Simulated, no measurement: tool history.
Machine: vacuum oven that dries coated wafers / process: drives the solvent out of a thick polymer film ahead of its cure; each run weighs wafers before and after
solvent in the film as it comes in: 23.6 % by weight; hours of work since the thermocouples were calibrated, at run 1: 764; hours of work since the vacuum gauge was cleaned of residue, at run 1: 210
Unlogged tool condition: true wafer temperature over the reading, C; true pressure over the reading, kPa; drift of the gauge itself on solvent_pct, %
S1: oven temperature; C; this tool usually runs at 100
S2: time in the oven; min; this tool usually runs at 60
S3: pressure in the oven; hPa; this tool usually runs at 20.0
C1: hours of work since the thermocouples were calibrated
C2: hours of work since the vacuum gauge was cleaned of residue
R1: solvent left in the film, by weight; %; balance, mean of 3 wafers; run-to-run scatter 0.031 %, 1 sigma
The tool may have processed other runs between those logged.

run 1 hour=0.0 | S1=100 S2=60 S3=20.0 | C1=764 C2=210 | R1=2.22
run 2 hour=11.5 | S1=100 S2=60 S3=20.0 | C1=771 C2=217 | R1=2.25
run 3 hour=24.0 | S1=100 S2=60 S3=20.0 | C1=778 C2=224 | R1=2.36
run 4 hour=36.4 | S1=100 S2=60 S3=20.0 | C1=786 C2=232 | R1=2.31
run 5 hour=44.5 | S1=100 S2=60 S3=69.6 | C1=791 C2=237 | R1=4.20
run 6 hour=57.2 | S1=100 S2=95 S3=69.6 | C1=798 C2=244 | R1=3.20
-- hour=59.5 vacuum gauge cleaned of residue and calibrated
run 7 hour=64.7 | S1=100 S2=95 S3=69.6 | C1=802 C2=3 | R1=3.16
run 8 hour=72.7 | S1=100 S2=95 S3=69.6 | C1=807 C2=8 | R1=3.11
run 9 hour=83.7 | S1=100 S2=95 S3=69.6 | C1=813 C2=14 | R1=3.17
run 10 hour=94.0 | S1=103 S2=60 S3=20.0 | C1=819 C2=20 | R1=1.56
-- hour=97.6 vacuum gauge cleaned of residue and calibrated, once more
run 11 hour=102.8 | S1=110 S2=96 S3=74.5 | C1=824 C2=3 | R1=2.11
run 12 hour=114.6 | S1=110 S2=96 S3=74.5 | C1=831 C2=10 | R1=2.14
run 13 hour=122.8 | S1=110 S2=96 S3=74.5 | C1=835 C2=15 | R1=2.19

3 options for the next run, each taken on its own from the tool as it stands now. Forecast them:
run A hour=133.7 | S1=107 S2=60 S3=20.0 | C1=842 C2=21 | R1=?
run B hour=133.7 | S1=109 S2=96 S3=74.5 | C1=842 C2=21 | R1=?
run C hour=133.7 | S1=100 S2=60 S3=31.8 | C1=842 C2=21 | R1=?

run=A R1=0.91
run=B R1=2.24
run=C R1=2.78
Without the tool's unlogged condition, the same runs would have read:
run=A R1=0.77
run=B R1=2.13
run=C R1=2.38
